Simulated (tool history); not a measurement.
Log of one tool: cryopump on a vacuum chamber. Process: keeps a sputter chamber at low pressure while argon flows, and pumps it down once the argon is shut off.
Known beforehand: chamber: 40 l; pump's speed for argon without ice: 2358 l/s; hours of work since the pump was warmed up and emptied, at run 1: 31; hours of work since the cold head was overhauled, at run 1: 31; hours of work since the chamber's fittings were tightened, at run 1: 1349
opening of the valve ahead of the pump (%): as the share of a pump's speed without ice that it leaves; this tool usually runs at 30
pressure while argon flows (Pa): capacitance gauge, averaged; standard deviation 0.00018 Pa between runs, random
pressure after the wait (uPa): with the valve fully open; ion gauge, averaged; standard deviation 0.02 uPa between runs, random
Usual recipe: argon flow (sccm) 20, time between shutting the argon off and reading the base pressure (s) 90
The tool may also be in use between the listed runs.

run	hour	argon flow (sccm)	time between shutting the argon off and reading the base pressure (s)	opening of the valve ahead of the pump (%)	hours of work since the pump was warmed up and emptied	hours of work since the cold head was overhauled	hours of work since the chamber's fittings were tightened	pressure while argon flows (Pa)	pressure after the wait (uPa)
1	0	20	90	30	31	31	1349	0.0481	0.7
2	36.8	20	90	30	55	55	1373	0.0481	0.74
3	91.3	20	90	30	91	91	1408	0.0483	0.73
4	150.2	15	90	30	129	129	1447	0.0363	0.78
5	210.3	20	90	30	169	169	1486	0.0481	0.73
6	260.8	20	90	17	202	202	1519	0.085	0.77
7	325.6	20	90	17	244	244	1561	0.0855	0.8
8	377.5	20	151	30	278	278	1595	0.049	0.63
9	409.7	20	90	30	299	299	1616	0.049	0.8
10	452.5	20	58	30	327	327	1644	0.049	0.99
11	505.3	9	90	30	361	361	1678	0.0218	0.79
12	536.9	9	90	30	382	382	1699	0.0223	0.82
13	593.1	9	90	30	419	419	1736	0.022	0.8
14	658	9	90	30	461	461	1778	0.0219	0.84
15	712.1	9	90	30	496	496	1813	0.0223	0.82
16	774.9	20	90	30	537	537	1854	0.0497	0.79
17	833.4	9	90	30	575	575	1893	0.0221	0.86
18	868.5	9	55	33	598	598	1915	0.0205	1.08
19	907.7	17	59	19	624	624	1941	0.0655	1.08
20	970.9	17	59	19	665	665	1982	0.0664	1.11
21	1015.4	11	90	20	694	694	2011	0.0411	0.84
22	1081.3	21	64	24	737	737	2054	0.0655	1.03
# hour 1132.7: pump warmed up, emptied and cooled again
23	1132.8	16	110	52	0	768	2085	0.0221	0.78
24	1169.4	9	61	53	24	791	2109	0.0125	1.03
25	1234.8	9	30	59	67	834	2151	0.0109	1.69
26	1275.6	9	30	59	93	861	2178	0.0112	1.76
27	1321.7	30	30	59	123	891	2208	0.0376	1.74
28	1385.7	17	97	31	165	933	2250	0.0401	0.82
29	1430.6	17	36	31	194	962	2279	0.0399	1.53
30	1485	14	67	54	230	997	2315	0.0196	1.02
31	1518.6	8	90	47	252	1019	2336	0.0126	0.87
32	1565.5	10	90	16	282	1050	2367	0.0456	0.9
33	1600.5	35	33	31	305	1073	2390	0.0831	1.66
34	1645.3	35	33	31	335	1102	2419	0.083	1.66

Across each entry between runs, compare the hidden state at the last listed run before it with the hidden state at the first listed run after it:
Logged between run 22 and run 23: pump warmed up, emptied and cooled again (hour 1132.7)
  pump's speed, % of a pump's without ice: 85.1 -> 99.2; cold plate's temperature, K: 12.55 -> 12.56; leak into the chamber, uPa l/s: 844 -> 851
  the result without the hidden state subtracted from the measured one, pressure while argon flows (Pa): +0.0028 -> +0.0002; pressure after the wait (uPa): +0.29 -> +0.25

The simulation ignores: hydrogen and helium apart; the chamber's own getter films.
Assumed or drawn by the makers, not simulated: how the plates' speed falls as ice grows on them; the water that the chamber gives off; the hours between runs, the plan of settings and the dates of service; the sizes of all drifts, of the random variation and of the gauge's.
